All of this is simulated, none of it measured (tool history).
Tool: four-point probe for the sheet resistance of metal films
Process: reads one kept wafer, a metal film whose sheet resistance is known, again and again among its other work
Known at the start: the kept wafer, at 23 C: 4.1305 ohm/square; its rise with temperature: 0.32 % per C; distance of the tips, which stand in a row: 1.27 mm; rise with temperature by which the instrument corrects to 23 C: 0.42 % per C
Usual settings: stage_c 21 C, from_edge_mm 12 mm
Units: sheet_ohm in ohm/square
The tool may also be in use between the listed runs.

| run | hour | stage_c | from_edge_mm | sheet_ohm |
|---|---|---|---|---|
| 1 | 0 | 21 | 12 | 4.159069 |
| 2 | 16.2 | 34 | 12 | 4.109698 |
| 3 | 28.3 | 27 | 12 | 4.13745 |
| 4 | 41 | 21 | 12 | 4.160633 |
| 5 | 60 | 21 | 3 | 4.497236 |
| 6 | 79.8 | 26 | 3 | 4.472664 |
| 7 | 98.1 | 20 | 12 | 4.164643 |
| 8 | 112.9 | 20 | 12 | 4.164727 |
| 9 | 135.3 | 21 | 12 | 4.161474 |
| 10 | 157.6 | 21 | 45 | 4.138868 |
| 11 | 174 | 21 | 45 | 4.137123 |
| 12 | 193.8 | 21 | 12 | 4.162717 |
| 13 | 213.3 | 24 | 21 | 4.133133 |
|  | 216 | stage's thermometer calibrated |
| 14 | 233.5 | 24 | 3 | 4.486164 |
|  | 252.2 | stage's thermometer calibrated, once more |
| 15 | 253.9 | 26 | 57 | 4.114985 |
| 16 | 274.4 | 26 | 57 | 4.113812 |
| 17 | 289.4 | 26 | 57 | 4.114648 |
| 18 | 306.2 | 28 | 57 | 4.106833 |
| 19 | 323.1 | 18 | 6 | 4.244537 |
| 20 | 346 | 19 | 23 | 4.148683 |
| 21 | 371 | 21 | 54 | 4.135093 |
| 22 | 395.4 | 21 | 54 | 4.135967 |
| 23 | 414.8 | 19 | 34 | 4.146675 |

Forecast each of these 5 alternatives for the next run:
| A | 432 | 21 | 7 | ? |
| B | 432 | 18 | 34 | ? |
| C | 432 | 32 | 11 | ? |
| D | 432 | 31 | 12 | ? |
| E | 432 | 18 | 58 | ? |

| run | sheet_ohm |
|---|---|
| A | 4.204669 |
| B | 4.150284 |
| C | 4.121712 |
| D | 4.120691 |
| E | 4.148533 |
Without the tool's hidden state the same runs would have given:
| run | sheet_ohm |
|---|---|
| A | 4.208828 |
| B | 4.154386 |
| C | 4.125823 |
| D | 4.124799 |
| E | 4.152634 |
